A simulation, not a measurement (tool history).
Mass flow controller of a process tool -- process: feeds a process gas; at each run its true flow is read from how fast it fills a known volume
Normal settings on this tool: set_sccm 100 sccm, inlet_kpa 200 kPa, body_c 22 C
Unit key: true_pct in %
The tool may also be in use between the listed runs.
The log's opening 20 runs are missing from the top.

run    hour  set_sccm  inlet_kpa  body_c  true_pct
 21  1890.1       100        142      22    101.93
 22  1961.7       100        142      22    101.81
 23  2052.2       100        142      22    101.97
     2098.7  -- controller's zero set anew, once more
 24  2145.8       118        161      36      99.3
     2207.1  -- controller exchanged for a calibrated one
 25  2221.6       100        250      31     98.08
 26  2309.8        30        200      22     97.54
 27  2431.2        23        142      23     97.34
 28  2526.2       144        200      21      99.6
 29  2588.6       100        211      21     98.82
 30  2665.5        77        244      28     98.11
 31  2803.1       100        151      34     97.89
 32  2880.9       100        200      21     98.84
 33  2972.5       100        200      21     99.03
 34  3062.7        63        255      23     98.39
 35  3150.3        35        258      22     98.26
 36  3258.8        40        218      36     97.31
 37  3324.9        40        218      36     97.33
 38  3459.5       100        227      22     99.06
 39  3526.5       100        277      28     98.82
 40  3667.8       100        257      22      99.4
 41  3763.8       164        254      24     99.98
 42  3829.6       158        223      33     99.46
 43  3972.6       158        223      33     99.42
 44  4060.4        71        223      33     98.18
 45  4130.4        78        223      33     98.28

5 ways to go on from here, each from the tool as it stands after run 45. What would each give?
  A  4265.1        67        215      28         ?
  B  4265.1        23        180      39         ?
  C  4265.1        78        248      33         ?
  D  4265.1        31        275      32         ?
  E  4265.1       100        174      22         ?

run  true_pct
  A     98.59
  B     98.04
  C     98.37
  D     98.36
  E     99.24
Take away the tool's hidden state, keep each run's random variation, and the runs would have read:
run  true_pct
  A     97.68
  B     96.21
  C     97.53
  D      96.9
  E     98.49

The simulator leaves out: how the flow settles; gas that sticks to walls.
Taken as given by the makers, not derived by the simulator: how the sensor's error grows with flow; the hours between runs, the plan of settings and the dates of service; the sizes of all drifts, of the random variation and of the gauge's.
